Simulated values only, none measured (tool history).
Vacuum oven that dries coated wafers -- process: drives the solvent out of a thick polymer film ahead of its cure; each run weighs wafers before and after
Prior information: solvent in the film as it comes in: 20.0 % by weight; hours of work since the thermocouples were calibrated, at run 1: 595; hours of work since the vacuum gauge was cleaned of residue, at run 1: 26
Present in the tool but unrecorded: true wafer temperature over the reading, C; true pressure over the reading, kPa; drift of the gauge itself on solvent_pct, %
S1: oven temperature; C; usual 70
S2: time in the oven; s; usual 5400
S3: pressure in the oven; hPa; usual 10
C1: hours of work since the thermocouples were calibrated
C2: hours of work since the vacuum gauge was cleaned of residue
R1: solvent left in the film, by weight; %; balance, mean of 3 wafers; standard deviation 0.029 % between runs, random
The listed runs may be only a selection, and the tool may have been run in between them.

run   hour  S1    S2    S3   C1   C2    R1
  1      0  70  5400    10  595   26  3.62
  2   14.8  68  5400    10  602   34  4.14
      27.2  -- oven's thermocouples calibrated
  3   40.9  68  5400    10    7   46  4.27
  4   66.9  68  5400    10   20   59  4.27
  5   99.2  74  5400    10   37   76  2.55
  6  122.8  74  5400    10   49   88  2.52
  7  140.7  70  5400    12   58   97  3.72
     176.3  -- oven's thermocouples calibrated, once more
  8  177.3  70  5400    12    0  115   3.4
  9  212.6  70  5400    12   18  133   3.4
 10    228  70  5400   8.6   26  140  3.31
 11  251.1  67  2940   8.6   38  152  7.73
 12    286  67  2940   8.6   56  170  7.72
 13  313.6  70  9000  21.7   70  184  1.72
 14  342.1  68  5400    10   84  199  3.99
 15    369  68  5400    10   98  212  3.95
 16  396.8  84  4920   8.6  112  226  0.85

Some steps in R1 between neighbouring runs. How much of each would the tool show without its hidden state too (settings, what came in, random variation), and how much is left for the hidden state, with any gauge scatter that isn't in both results?
Run 7 -> 8: oven's thermocouples calibrated, once more. R1 -0.32 %: hidden state -0.32, all else +0.
Run 12 -> 13: S1 67 -> 70, S2 2940 -> 9000, S3 8.6 -> 21.7. R1 -6 %: hidden state -0.03, all else -5.97.
